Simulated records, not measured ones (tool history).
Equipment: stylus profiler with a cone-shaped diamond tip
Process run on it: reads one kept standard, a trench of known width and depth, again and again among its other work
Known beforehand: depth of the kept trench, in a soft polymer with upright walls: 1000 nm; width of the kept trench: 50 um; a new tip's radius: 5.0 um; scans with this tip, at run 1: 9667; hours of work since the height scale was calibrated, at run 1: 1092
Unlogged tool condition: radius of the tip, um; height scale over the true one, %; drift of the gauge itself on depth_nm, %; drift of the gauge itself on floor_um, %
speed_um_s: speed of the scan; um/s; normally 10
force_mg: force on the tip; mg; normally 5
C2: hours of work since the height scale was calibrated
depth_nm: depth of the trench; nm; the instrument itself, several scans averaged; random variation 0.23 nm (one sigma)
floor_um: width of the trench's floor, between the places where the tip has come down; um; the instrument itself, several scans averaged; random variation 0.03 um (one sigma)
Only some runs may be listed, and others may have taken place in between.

Run 1, hour 0.0: usual settings; scans with this tip 9667; C2 1092. Result: depth_nm 1015.61 nm, floor_um 42.88 um.
Run 2, hour 110.0: usual settings but speed_um_s 29 um/s; scans with this tip 10166; C2 1149. Result: depth_nm 1015.71 nm, floor_um 42.81 um.
Run 3, hour 250.1: usual settings but speed_um_s 3 um/s; scans with this tip 10802; C2 1220. Result: depth_nm 1015.24 nm, floor_um 42.75 um.
Run 4, hour 363.9: usual settings; scans with this tip 11318; C2 1279. Result: depth_nm 1015.15 nm, floor_um 42.73 um.
Run 5, hour 466.9: usual settings; scans with this tip 11785; C2 1332. Result: depth_nm 1014.91 nm, floor_um 42.59 um.
Run 6, hour 552.2: usual settings; scans with this tip 12173; C2 1375. Result: depth_nm 1014.95 nm, floor_um 42.59 um.
Run 7, hour 683.0: usual settings; scans with this tip 12766; C2 1442. Result: depth_nm 1014.84 nm, floor_um 42.52 um.
Run 8, hour 765.6: usual settings but speed_um_s 18 um/s; scans with this tip 13141; C2 1485. Result: depth_nm 1014.58 nm, floor_um 42.60 um.

Run 9 is up next; what results do you expect?
Run 9, hour 847.6: usual settings but speed_um_s 18 um/s; scans with this tip 13513; C2 1527. Result: depth_nm ?, floor_um ?.

depth_nm: 1014.37 nm
floor_um: 42.48 um
Had the tool carried no hidden state, the very same run would have given depth_nm 1017.16 nm, floor_um 43.99 um.
